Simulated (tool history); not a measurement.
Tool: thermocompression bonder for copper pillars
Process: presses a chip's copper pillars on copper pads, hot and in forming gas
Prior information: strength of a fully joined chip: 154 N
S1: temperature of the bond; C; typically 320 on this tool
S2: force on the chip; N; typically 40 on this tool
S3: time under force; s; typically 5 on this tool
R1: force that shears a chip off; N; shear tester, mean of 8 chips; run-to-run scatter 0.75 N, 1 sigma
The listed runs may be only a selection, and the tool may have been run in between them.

run    hour   S1  S2  S3    R1
  1     0.0  320  40   5  71.7
  2    49.1  320  40   5  70.8
  3    99.9  320  40   5  70.7
  4   154.4  320  40   5  69.0
  5   208.0  320  40   5  70.8
  6   247.6  320  40   5  70.9
  7   308.8  320  40   3  57.3
  8   356.1  320  40   3  58.2
  9   415.8  320  40   3  56.8
 10   449.7  320  40   3  58.4
 11   496.8  320  40   3  56.2
 12   524.9  320  40   5  68.2
 13   585.5  320  40   5  68.5
 14   643.7  320  40   5  66.0
 15   695.0  320  36   5  65.2
 16   728.2  320  40   5  67.6
 17   784.0  320  40   4  62.3
 18   838.3  320  40   5  67.9
 19   882.6  320  40   5  67.5
 20   920.6  320  35   5  60.8
 21   979.0  320  35   5  60.6
 22  1005.4  320  35   5  60.8
 23  1032.7  320  35   5  59.6
 24  1088.4  320  35   5  59.7
 25  1130.6  303  26   6  44.4
 26  1164.8  303  28  10  59.5
 27  1195.3  312  51   3  58.2
 28  1255.8  312  51   3  63.8
 29  1300.3  325  36   3  57.1
 30  1352.2  325  35   4  63.0
 31  1412.0  325  55   6  90.0
 32  1448.1  325  28   6  63.5
 33  1474.7  325  47   3  65.5
 34  1502.8  346  38   4  74.1
 35  1556.9  346  38   4  73.6
 36  1590.9  346  38   4  74.1
 37  1617.9  346  26   5  65.2
 38  1650.1  320  39   3  55.7

Not shown here: 5 entries made in the log between runs. Locate each between two listed runs and compare the hidden state at the listed run before it with the hidden state at the listed run after it:
Logged between run 4 and run 5: forming gas filter changed (hour 161.1)
  true temperature of the bond over the reading, C: -1.9 -> -2.4; force that reaches the chip, % of what is set: 99.2 -> 99.1; oxide that the forming gas leaves, % of the face: 3.84 -> 0.96
  measured less the result without the state, R1: -3.8 -> -2.1 N
Logged between run 14 and run 15: forming gas filter changed (hour 649.4)
  true temperature of the bond over the reading, C: -6.6 -> -7.1; force that reaches the chip, % of what is set: 98.2 -> 98.1; oxide that the forming gas leaves, % of the face: 3.79 -> 0.85
  measured less the result without the state, R1: -6.8 -> -4.9 N
Logged between run 25 and run 26: forming gas filter changed (hour 1138.9)
  true temperature of the bond over the reading, C: -11.5 -> -11.8; oxide that the forming gas leaves, % of the face: 3.73 -> 0.75
  measured less the result without the state, R1: -7.9 -> -8.0 N
Logged between run 27 and run 28: heater calibrated with a thermocouple chip (hour 1203.5)
  true temperature of the bond over the reading, C: -12.1 -> -1.1; force that reaches the chip, % of what is set: 97.1 -> 97; oxide that the forming gas leaves, % of the face: 0.94 -> 1.34
  measured less the result without the state, R1: -8.0 -> -2.3 N
Logged between run 37 and run 38: forming gas filter changed (hour 1632.0)
  true temperature of the bond over the reading, C: -4.6 -> -4.9; oxide that the forming gas leaves, % of the face: 3.64 -> 0.71
  measured less the result without the state, R1: -6.0 -> -4.1 N

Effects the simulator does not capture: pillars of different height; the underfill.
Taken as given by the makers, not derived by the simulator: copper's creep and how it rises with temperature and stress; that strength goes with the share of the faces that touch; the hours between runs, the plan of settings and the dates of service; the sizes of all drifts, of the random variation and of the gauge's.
